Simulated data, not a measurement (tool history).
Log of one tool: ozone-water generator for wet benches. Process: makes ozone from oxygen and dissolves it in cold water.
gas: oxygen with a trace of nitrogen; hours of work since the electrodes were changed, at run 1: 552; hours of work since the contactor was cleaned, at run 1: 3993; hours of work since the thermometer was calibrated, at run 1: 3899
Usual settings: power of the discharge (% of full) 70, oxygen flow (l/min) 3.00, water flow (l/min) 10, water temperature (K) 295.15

run   hour  power of the discharge (% of full)  oxygen flow (l/min)  water flow (l/min)  water temperature (K)  hours of work since the electrodes were changed  hours of work since the contactor was cleaned  hours of work since the thermometer was calibrated  dissolved ozone (ppm)  ozone in the gas ahead of the water (g/m3)
  1    0.0                                  70                 3.00                  10                 295.15                                              552                                           3993                                                3899                   26.6                                       223.3
  2   90.6                                  70                 3.00                  10                 295.15                                              642                                           4084                                                3990                   26.3                                       223.7
  3  156.1                                  70                 3.00                  10                 295.15                                              707                                           4149                                                4055                   26.5                                       223.8
  4  194.9                                  71                 3.00                  10                 295.15                                              746                                           4188                                                4094                   26.6                                       226.3
  5  275.9                                  71                 3.00                  10                 295.15                                              827                                           4268                                                4175                   26.3                                       224.1
  6  361.8                                  71                 3.00                  10                 295.15                                              913                                           4354                                                4260                   26.8                                       227.1
  7  434.6                                  70                 3.00                  10                 293.15                                              985                                           4427                                                4333                   27.0                                       222.8
     440.7  -- water thermometer calibrated
  8  526.3                                  70                 4.41                  10                 293.15                                             1076                                           4518                                                  85                   25.4                                       176.5
  9  568.8                                  64                 3.34                  14                 300.15                                             1119                                           4560                                                 128                   17.8                                       192.6
 10  642.9                                  70                 1.64                  13                 297.15                                             1193                                           4634                                                 202                   21.6                                       322.4
 11  686.4                                  70                 1.64                  13                 297.15                                             1236                                           4678                                                 245                   21.5                                       321.9
 12  755.3                                  70                 1.64                  13                 297.15                                             1305                                           4747                                                 314                   21.4                                       319.9
 13  814.9                                  91                 3.26                   7                 290.15                                             1365                                           4806                                                 374                   43.2                                       263.4

Forecast each of these 4 alternatives for the next run:
  A  859.2                                  70                 2.06                  10                 295.15                                             1409                                           4850                                                 418                      ?                                           ?
  B  859.2                                  80                 1.80                   7                 298.15                                             1409                                           4850                                                 418                      ?                                           ?
  C  859.2                                  56                 1.88                  10                 297.15                                             1409                                           4850                                                 418                      ?                                           ?
  D  859.2                                  91                 3.26                  11                 296.15                                             1409                                           4850                                                 418                      ?                                           ?

run  dissolved ozone (ppm)  ozone in the gas ahead of the water (g/m3)
  A                   26.9                                       281.1
  B                   37.0                                       340.2
  C                   21.5                                       245.2
  D                   30.1                                       261.3
Without the tool's hidden state the same runs would have given:
run  dissolved ozone (ppm)  ozone in the gas ahead of the water (g/m3)
  A                   28.3                                       288.1
  B                   39.0                                       349.6
  C                   22.6                                       250.1
  D                   31.9                                       269.2

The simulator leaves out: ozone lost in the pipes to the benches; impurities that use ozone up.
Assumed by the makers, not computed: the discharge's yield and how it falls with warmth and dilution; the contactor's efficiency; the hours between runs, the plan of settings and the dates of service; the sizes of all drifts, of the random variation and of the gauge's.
